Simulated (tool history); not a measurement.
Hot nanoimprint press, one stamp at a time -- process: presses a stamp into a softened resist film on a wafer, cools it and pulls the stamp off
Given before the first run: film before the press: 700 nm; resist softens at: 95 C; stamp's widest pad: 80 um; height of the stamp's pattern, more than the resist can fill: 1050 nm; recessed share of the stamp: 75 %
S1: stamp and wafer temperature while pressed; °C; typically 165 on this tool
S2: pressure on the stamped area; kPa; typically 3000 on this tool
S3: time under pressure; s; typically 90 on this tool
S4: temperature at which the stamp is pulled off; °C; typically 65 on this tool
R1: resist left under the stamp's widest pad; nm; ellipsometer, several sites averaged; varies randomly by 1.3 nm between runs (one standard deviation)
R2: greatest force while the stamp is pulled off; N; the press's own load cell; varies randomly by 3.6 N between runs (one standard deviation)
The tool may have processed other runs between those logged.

run,hour,S1,S2,S3,S4,R1,R2
1,0,165,3000,90,65,348.8,208
2,60.9,165,3000,90,65,350,218
3,130.3,165,3000,90,65,346.3,217
4,189,165,3000,55,65,411.8,223
5,245.7,161,3000,90,65,393.1,232
6,292.3,165,3000,90,54,347.9,280
7,332.7,165,3000,95,54,338.4,275
8,372.2,165,3000,95,54,338.7,283
# hour 380.3: plate thermocouple calibrated
9,431.7,165,3000,90,65,339.5,245
10,480.5,165,3000,90,65,341.2,240
11,524.4,165,3000,90,65,337.1,252
12,566.2,165,3000,90,65,335.1,253
# hour 603.2: plate thermocouple calibrated, once more
13,622.7,165,3000,90,65,365.3,265
14,664.4,165,3000,96,65,354.4,265
15,704.2,165,3000,90,65,365.4,277
16,756,163,3000,90,69,385,254
# hour 801.1: stamp cleaned and given a new release coat
17,811.1,165,3260,90,51,349.2,208
# hour 851.4: press's hydraulic seals changed and the load cell set to zero
18,876.1,174,2120,50,60,386.3,191
19,922.8,160,4050,163,50,303.7,217
20,997.6,173,4250,72,57,257,214
21,1058.8,173,4250,72,57,256.8,212
22,1091.6,173,4110,72,57,259.4,219
23,1158.3,173,4110,72,57,259.3,220
24,1214,165,3000,159,67,284.3,205
25,1250.8,165,3000,112,56,327.5,230
26,1325.3,158,3000,90,65,438.3,212
27,1388.4,158,3000,136,65,385.6,218
28,1434.4,158,3000,136,65,382.4,220
29,1480.8,155,3000,136,65,420.6,228

5 options for the next run, each taken on its own from the tool as it stands now. Forecast them:
A,1553.2,156,3320,153,65,?,?
B,1553.2,165,4490,90,53,?,?
C,1553.2,165,3000,90,57,?,?
D,1553.2,167,2460,55,65,?,?
E,1553.2,155,3840,46,58,?,?

run,R1,R2
A,378.6,233
B,296.4,268
C,351.6,264
D,418.6,231
E,525.3,257
Without the tool's unlogged condition, the same runs would have read:
run,R1,R2
A,393.2,172
B,307.5,197
C,364.1,194
D,431.2,170
E,537.7,189
